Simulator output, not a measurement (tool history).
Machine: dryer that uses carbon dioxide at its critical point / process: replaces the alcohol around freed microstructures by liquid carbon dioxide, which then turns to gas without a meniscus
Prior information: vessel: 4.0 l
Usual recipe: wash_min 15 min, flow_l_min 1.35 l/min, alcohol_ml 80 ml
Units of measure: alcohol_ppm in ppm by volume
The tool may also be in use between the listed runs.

Run 1, hour 0: usual settings. Result: alcohol_ppm 228 ppm by volume.
Run 2, hour 10.7: usual settings. Result: alcohol_ppm 230 ppm by volume.
Run 3, hour 18.8: usual settings but wash_min 22 min. Result: alcohol_ppm 59 ppm by volume.
Run 4, hour 28.2: usual settings. Result: alcohol_ppm 226 ppm by volume.
Run 5, hour 36.1: usual settings. Result: alcohol_ppm 222 ppm by volume.
Run 6, hour 42.2: usual settings. Result: alcohol_ppm 229 ppm by volume.
Run 7, hour 55.2: usual settings but alcohol_ml 48 ml. Result: alcohol_ppm 154 ppm by volume.
Run 8, hour 61.2: usual settings but alcohol_ml 48 ml. Result: alcohol_ppm 156 ppm by volume.
Run 9, hour 72.5: usual settings but alcohol_ml 48 ml. Result: alcohol_ppm 158 ppm by volume.
Run 10, hour 79.4: usual settings but alcohol_ml 28 ml. Result: alcohol_ppm 104 ppm by volume.
Run 11, hour 86.5: usual settings but alcohol_ml 28 ml. Result: alcohol_ppm 104 ppm by volume.
Run 12, hour 94.3: usual settings but wash_min 23 min, flow_l_min 2.02 l/min, alcohol_ml 55 ml. Result: alcohol_ppm 34 ppm by volume.
Run 13, hour 103: usual settings but wash_min 10 min, flow_l_min 1.8 l/min, alcohol_ml 32 ml. Result: alcohol_ppm 165 ppm by volume.
Run 14, hour 109.7: usual settings but flow_l_min 0.91 l/min, alcohol_ml 77 ml. Result: alcohol_ppm 953 ppm by volume.
Run 15, hour 118.9: usual settings but wash_min 9 min, flow_l_min 1.07 l/min. Result: alcohol_ppm 2368 ppm by volume.
Run 16, hour 125.3: usual settings but wash_min 19 min, flow_l_min 1.15 l/min. Result: alcohol_ppm 185 ppm by volume.
Run 17, hour 134.7: usual settings but wash_min 9 min, flow_l_min 2.05 l/min. Result: alcohol_ppm 334 ppm by volume.

4 ways to go on from here, each from the tool as it stands after run 17. What would each give?
Run A, hour 145.4: usual settings but wash_min 13 min, flow_l_min 2.1 l/min, alcohol_ml 66 ml. Result: alcohol_ppm ?.
Run B, hour 145.4: usual settings but wash_min 21 min, flow_l_min 2.05 l/min, alcohol_ml 48 ml. Result: alcohol_ppm ?.
Run C, hour 145.4: usual settings but flow_l_min 1.19 l/min, alcohol_ml 51 ml. Result: alcohol_ppm ?.
Run D, hour 145.4: usual settings but wash_min 11 min, flow_l_min 1.32 l/min, alcohol_ml 35 ml. Result: alcohol_ppm ?.

run  alcohol_ppm
  A           69
  B           29
  C          261
  D          365
With no hidden state in the tool, these same runs would have given:
run  alcohol_ppm
  A           26
  B            0
  C          174
  D          269
